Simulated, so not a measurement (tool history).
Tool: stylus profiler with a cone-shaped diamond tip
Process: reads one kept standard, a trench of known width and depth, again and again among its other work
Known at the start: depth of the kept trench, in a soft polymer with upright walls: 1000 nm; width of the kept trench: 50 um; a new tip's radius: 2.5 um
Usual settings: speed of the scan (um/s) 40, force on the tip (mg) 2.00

run   hour  speed of the scan (um/s)  force on the tip (mg)  depth of the trench (nm)  width of the trench's floor (nm)
  1    0.0                        40                   2.00                   1008.46                             45100
  2   58.8                        40                   2.00                   1008.47                             45050
  3  113.5                        40                   2.00                   1008.97                             44950
  4  157.5                        40                   2.00                   1009.59                             44840
  5  204.8                        40                   1.53                   1008.00                             44730
  6  271.6                        40                   1.53                   1007.90                             44680
  7  331.2                        40                   5.52                   1016.51                             44600
  8  409.6                        40                   5.52                   1016.96                             44470
  9  489.7                        31                   1.13                   1008.04                             44270
 10  559.0                        31                   1.13                   1007.93                             44220
 11  640.7                        25                   0.84                   1007.19                             44090
 12  679.3                        61                   2.32                   1011.18                             43940

Forecast each of these 5 alternatives for the next run:
  A  733.2                        67                   2.83                         ?                                 ?
  B  733.2                        10                   1.26                         ?                                 ?
  C  733.2                        40                   0.73                         ?                                 ?
  D  733.2                        22                   3.51                         ?                                 ?
  E  733.2                        22                   5.14                         ?                                 ?

run  depth of the trench (nm)  width of the trench's floor (nm)
  A                   1013.11                             43900
  B                   1008.88                             44080
  C                   1007.02                             43870
  D                   1014.08                             44050
  E                   1017.13                             44050
Without the tool's hidden state the same runs would have given:
run  depth of the trench (nm)  width of the trench's floor (nm)
  A                   1009.52                             45780
  B                   1005.31                             45960
  C                   1003.46                             45740
  D                   1010.49                             45930
  E                   1013.53                             45930
